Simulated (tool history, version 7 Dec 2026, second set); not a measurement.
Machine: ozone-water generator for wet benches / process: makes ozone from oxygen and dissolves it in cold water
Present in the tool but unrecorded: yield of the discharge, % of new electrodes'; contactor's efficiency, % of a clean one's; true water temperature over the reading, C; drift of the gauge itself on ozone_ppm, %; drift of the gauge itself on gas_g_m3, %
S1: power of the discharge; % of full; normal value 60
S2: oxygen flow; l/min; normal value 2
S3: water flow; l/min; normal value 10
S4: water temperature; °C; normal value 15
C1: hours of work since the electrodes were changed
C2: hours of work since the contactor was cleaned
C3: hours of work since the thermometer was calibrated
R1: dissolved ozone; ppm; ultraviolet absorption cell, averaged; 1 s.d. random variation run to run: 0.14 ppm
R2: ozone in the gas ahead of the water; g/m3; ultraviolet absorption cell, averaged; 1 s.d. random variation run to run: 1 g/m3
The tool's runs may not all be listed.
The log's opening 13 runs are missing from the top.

Run 14, hour 284.7: usual settings; C1 363; C2 948; C3 1240. Result: R1 17.3 ppm, R2 180.7 g/m3.
Run 15, hour 315.9: usual settings; C1 387; C2 972; C3 1264. Result: R1 17.3 ppm, R2 179.4 g/m3.
Run 16, hour 329.7: usual settings; C1 397; C2 983; C3 1274. Result: R1 17.1 ppm, R2 179.2 g/m3.
Run 17, hour 352: usual settings; C1 414; C2 1000; C3 1291. Result: R1 17.2 ppm, R2 179.6 g/m3.
Run 18, hour 365.8: usual settings but S1 58 % of full, S4 12 °C; C1 425; C2 1010; C3 1302. Result: R1 17 ppm, R2 176.2 g/m3.
Run 19, hour 379.4: usual settings but S1 99 % of full, S4 9 °C; C1 435; C2 1021; C3 1312. Result: R1 29.7 ppm, R2 287.9 g/m3.
Run 20, hour 403.6: usual settings but S1 99 % of full, S2 1.04 l/min, S4 21 °C; C1 454; C2 1039; C3 1331. Result: R1 22.9 ppm, R2 400.6 g/m3.
Run 21, hour 431: usual settings but S1 88 % of full, S2 1.65 l/min, S3 9 l/min, S4 16 °C; C1 475; C2 1060; C3 1352. Result: R1 25.9 ppm, R2 284.8 g/m3.
Run 22, hour 446.1: usual settings but S1 88 % of full, S2 1.65 l/min, S3 9 l/min, S4 16 °C; C1 487; C2 1072; C3 1364. Result: R1 26.1 ppm, R2 284.5 g/m3.

The next listed run, before its measurement:
Run 23, hour 468.2: usual settings but S1 88 % of full, S2 1.65 l/min, S3 9 l/min, S4 16 °C; C1 504; C2 1089; C3 1381. Result: R1 ?, R2 ?.

R1: 26 ppm
R2: 285.4 g/m3
With the hidden condition absent and the run-to-run variation left alone, this run would have shown R1 26 ppm, R2 281.5 g/m3.

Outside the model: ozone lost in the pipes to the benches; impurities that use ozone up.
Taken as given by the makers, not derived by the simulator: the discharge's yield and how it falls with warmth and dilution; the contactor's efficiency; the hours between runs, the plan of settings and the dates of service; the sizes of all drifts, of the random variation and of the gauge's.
